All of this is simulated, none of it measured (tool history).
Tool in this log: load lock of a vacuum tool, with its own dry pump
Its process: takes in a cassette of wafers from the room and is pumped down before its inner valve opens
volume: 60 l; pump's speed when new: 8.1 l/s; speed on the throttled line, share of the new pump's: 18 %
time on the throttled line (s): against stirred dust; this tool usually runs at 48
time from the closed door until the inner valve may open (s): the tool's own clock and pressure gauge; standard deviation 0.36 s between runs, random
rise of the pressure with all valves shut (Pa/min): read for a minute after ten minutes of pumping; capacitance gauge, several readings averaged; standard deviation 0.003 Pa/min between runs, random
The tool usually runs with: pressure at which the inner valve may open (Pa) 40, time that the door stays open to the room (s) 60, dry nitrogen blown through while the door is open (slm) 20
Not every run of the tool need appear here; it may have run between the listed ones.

run	hour	time on the throttled line (s)	pressure at which the inner valve may open (Pa)	time that the door stays open to the room (s)	dry nitrogen blown through while the door is open (slm)	incoming humidity of the room's air, %	time from the closed door until the inner valve may open (s)	rise of the pressure with all valves shut (Pa/min)
1	0.0	48	40	60	20	42.3	97.7	0.025
2	155.6	48	40	60	20	46.5	97.6	0.032
3	239.7	38	40	60	20	44.1	88.7	0.029
4	393.7	48	40	60	23	44.6	97.3	0.022
5	540.3	48	40	60	23	44.0	97.3	0.022
6	640.2	48	40	60	20	45.9	97.3	0.032
7	813.6	48	40	60	20	47.2	96.9	0.030
8	946.7	58	40	60	20	46.8	105.8	0.034
9	1075.8	58	40	60	20	46.5	105.5	0.032
10	1169.8	58	40	60	20	45.2	105.5	0.034
11	1312.0	24	40	60	20	43.3	77.5	0.024
12	1426.4	48	40	106	20	46.2	96.9	0.041
13	1594.1	48	40	106	20	44.7	97.2	0.042
14	1793.8	48	40	106	20	45.6	97.8	0.038
15	1945.6	48	40	60	21	43.9	97.3	0.024
16	2030.4	48	40	60	21	47.2	97.6	0.028
17	2220.3	48	40	60	21	45.9	97.1	0.025
# hour 2273.7: door's seal changed, seat wiped
18	2330.1	48	40	60	21	41.9	97.2	0.024
19	2523.9	48	40	60	21	45.1	97.3	0.026
20	2605.9	48	62	68	6	46.1	94.5	0.043

What does the tool deliver on the next run?
21	2691.7	48	40	122	26	45.4	?	?

Run 21 produced time from the closed door until the inner valve may open (s) 97.7, rise of the pressure with all valves shut (Pa/min) 0.038.
If the tool had no hidden condition, the same run with the same run-to-run variation would have returned time from the closed door until the inner valve may open (s) 97.7, rise of the pressure with all valves shut (Pa/min) 0.038.
